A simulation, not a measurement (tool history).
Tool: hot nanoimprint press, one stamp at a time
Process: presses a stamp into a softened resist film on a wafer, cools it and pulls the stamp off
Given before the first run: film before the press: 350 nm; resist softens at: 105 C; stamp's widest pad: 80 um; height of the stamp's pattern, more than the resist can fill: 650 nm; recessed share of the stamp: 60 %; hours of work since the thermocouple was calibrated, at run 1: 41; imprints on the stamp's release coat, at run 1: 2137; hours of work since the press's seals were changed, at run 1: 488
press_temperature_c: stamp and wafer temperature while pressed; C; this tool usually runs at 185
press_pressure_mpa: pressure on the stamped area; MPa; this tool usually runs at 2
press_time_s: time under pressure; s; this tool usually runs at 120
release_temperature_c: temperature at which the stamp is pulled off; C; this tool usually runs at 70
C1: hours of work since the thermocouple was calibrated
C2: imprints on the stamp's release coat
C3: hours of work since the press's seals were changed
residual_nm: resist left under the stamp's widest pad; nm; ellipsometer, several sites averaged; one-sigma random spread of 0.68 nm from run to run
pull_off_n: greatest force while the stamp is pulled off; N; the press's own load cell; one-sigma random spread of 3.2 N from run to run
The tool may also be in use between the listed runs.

run 1 hour=0 | press_temperature_c=185 press_pressure_mpa=2 press_time_s=120 release_temperature_c=70 | C1=41 C2=2137 C3=488 | residual_nm=203.7 pull_off_n=310
run 2 hour=20.8 | press_temperature_c=185 press_pressure_mpa=2 press_time_s=120 release_temperature_c=70 | C1=54 C2=2191 C3=501 | residual_nm=205.5 pull_off_n=323
run 3 hour=56.1 | press_temperature_c=185 press_pressure_mpa=2 press_time_s=120 release_temperature_c=70 | C1=74 C2=2282 C3=522 | residual_nm=205.5 pull_off_n=323
-- hour=73.4 press's hydraulic seals changed and the load cell set to zero
-- hour=87.3 stamp cleaned and given a new release coat
run 4 hour=107 | press_temperature_c=185 press_pressure_mpa=2 press_time_s=120 release_temperature_c=70 | C1=96 C2=51 C3=16 | residual_nm=202.3 pull_off_n=155
run 5 hour=134.3 | press_temperature_c=187 press_pressure_mpa=2 press_time_s=120 release_temperature_c=70 | C1=112 C2=121 C3=33 | residual_nm=194.1 pull_off_n=169
run 6 hour=174.6 | press_temperature_c=187 press_pressure_mpa=2 press_time_s=120 release_temperature_c=70 | C1=136 C2=226 C3=56 | residual_nm=192.9 pull_off_n=169
run 7 hour=215.9 | press_temperature_c=187 press_pressure_mpa=2 press_time_s=120 release_temperature_c=70 | C1=161 C2=333 C3=81 | residual_nm=193 pull_off_n=177
run 8 hour=235.5 | press_temperature_c=185 press_pressure_mpa=2 press_time_s=120 release_temperature_c=70 | C1=172 C2=384 C3=92 | residual_nm=204 pull_off_n=176
run 9 hour=269.6 | press_temperature_c=185 press_pressure_mpa=2 press_time_s=120 release_temperature_c=70 | C1=193 C2=472 C3=113 | residual_nm=204.9 pull_off_n=187
run 10 hour=313 | press_temperature_c=185 press_pressure_mpa=2 press_time_s=120 release_temperature_c=70 | C1=218 C2=585 C3=138 | residual_nm=205.5 pull_off_n=191
run 11 hour=351 | press_temperature_c=185 press_pressure_mpa=2.41 press_time_s=120 release_temperature_c=70 | C1=241 C2=683 C3=161 | residual_nm=191.1 pull_off_n=204
run 12 hour=381 | press_temperature_c=185 press_pressure_mpa=2.41 press_time_s=120 release_temperature_c=70 | C1=259 C2=761 C3=179 | residual_nm=191 pull_off_n=206
run 13 hour=412.3 | press_temperature_c=185 press_pressure_mpa=2.41 press_time_s=120 release_temperature_c=70 | C1=277 C2=842 C3=197 | residual_nm=192.3 pull_off_n=214
run 14 hour=446.8 | press_temperature_c=185 press_pressure_mpa=2.41 press_time_s=120 release_temperature_c=70 | C1=298 C2=932 C3=218 | residual_nm=193.4 pull_off_n=220
run 15 hour=468.3 | press_temperature_c=185 press_pressure_mpa=2.41 press_time_s=120 release_temperature_c=70 | C1=310 C2=987 C3=230 | residual_nm=193.1 pull_off_n=231
run 16 hour=497.1 | press_temperature_c=191 press_pressure_mpa=2.08 press_time_s=151 release_temperature_c=68 | C1=327 C2=1062 C3=248 | residual_nm=160.3 pull_off_n=234
run 17 hour=529 | press_temperature_c=191 press_pressure_mpa=2.06 press_time_s=151 release_temperature_c=68 | C1=346 C2=1145 C3=266 | residual_nm=160.6 pull_off_n=253
run 18 hour=553.8 | press_temperature_c=185 press_pressure_mpa=2 press_time_s=179 release_temperature_c=70 | C1=361 C2=1209 C3=281 | residual_nm=182.8 pull_off_n=238
run 19 hour=576.7 | press_temperature_c=185 press_pressure_mpa=2 press_time_s=179 release_temperature_c=70 | C1=375 C2=1269 C3=295 | residual_nm=182.3 pull_off_n=251
run 20 hour=618.1 | press_temperature_c=185 press_pressure_mpa=2 press_time_s=179 release_temperature_c=70 | C1=399 C2=1376 C3=319 | residual_nm=184.9 pull_off_n=258
run 21 hour=653.1 | press_temperature_c=191 press_pressure_mpa=1.53 press_time_s=71 release_temperature_c=61 | C1=420 C2=1467 C3=340 | residual_nm=232.9 pull_off_n=314
run 22 hour=673.8 | press_temperature_c=185 press_pressure_mpa=2 press_time_s=120 release_temperature_c=72 | C1=432 C2=1520 C3=352 | residual_nm=210.4 pull_off_n=253
run 23 hour=715.5 | press_temperature_c=185 press_pressure_mpa=2 press_time_s=126 release_temperature_c=68 | C1=457 C2=1628 C3=377 | residual_nm=208.2 pull_off_n=284
run 24 hour=752.7 | press_temperature_c=185 press_pressure_mpa=2 press_time_s=126 release_temperature_c=68 | C1=479 C2=1725 C3=399 | residual_nm=208.7 pull_off_n=302
-- hour=765.5 plate thermocouple calibrated
run 25 hour=788.2 | press_temperature_c=189 press_pressure_mpa=2.57 press_time_s=120 release_temperature_c=70 | C1=13 C2=1809 C3=418 | residual_nm=164.7 pull_off_n=281
run 26 hour=823.8 | press_temperature_c=185 press_pressure_mpa=1.37 press_time_s=82 release_temperature_c=63 | C1=35 C2=1901 C3=439 | residual_nm=255.3 pull_off_n=335
run 27 hour=859 | press_temperature_c=185 press_pressure_mpa=1.37 press_time_s=82 release_temperature_c=63 | C1=55 C2=1993 C3=460 | residual_nm=255.2 pull_off_n=347
run 28 hour=896 | press_temperature_c=185 press_pressure_mpa=2 press_time_s=143 release_temperature_c=57 | C1=77 C2=2089 C3=482 | residual_nm=193.9 pull_off_n=394
run 29 hour=937.8 | press_temperature_c=185 press_pressure_mpa=2 press_time_s=143 release_temperature_c=57 | C1=102 C2=2197 C3=507 | residual_nm=194 pull_off_n=397

What if the next run were any one of these 4? Each begins from the tool's condition after run 29:
run A hour=958.7 | press_temperature_c=195 press_pressure_mpa=2 press_time_s=120 release_temperature_c=66 | C1=114 C2=2251 C3=519 | residual_nm=? pull_off_n=?
run B hour=958.7 | press_temperature_c=185 press_pressure_mpa=2 press_time_s=120 release_temperature_c=65 | C1=114 C2=2251 C3=519 | residual_nm=? pull_off_n=?
run C hour=958.7 | press_temperature_c=181 press_pressure_mpa=2 press_time_s=120 release_temperature_c=60 | C1=114 C2=2251 C3=519 | residual_nm=? pull_off_n=?
run D hour=958.7 | press_temperature_c=185 press_pressure_mpa=1.21 press_time_s=172 release_temperature_c=55 | C1=114 C2=2251 C3=519 | residual_nm=? pull_off_n=?

run=A residual_nm=157.8 pull_off_n=352
run=B residual_nm=206.3 pull_off_n=368
run=C residual_nm=227.6 pull_off_n=401
run=D residual_nm=221.4 pull_off_n=425
Stripped of hidden state, with their random variation kept, the same runs would have yielded:
run=A residual_nm=153.9 pull_off_n=166
run=B residual_nm=201.8 pull_off_n=174
run=C residual_nm=223 pull_off_n=190
run=D residual_nm=217.7 pull_off_n=200

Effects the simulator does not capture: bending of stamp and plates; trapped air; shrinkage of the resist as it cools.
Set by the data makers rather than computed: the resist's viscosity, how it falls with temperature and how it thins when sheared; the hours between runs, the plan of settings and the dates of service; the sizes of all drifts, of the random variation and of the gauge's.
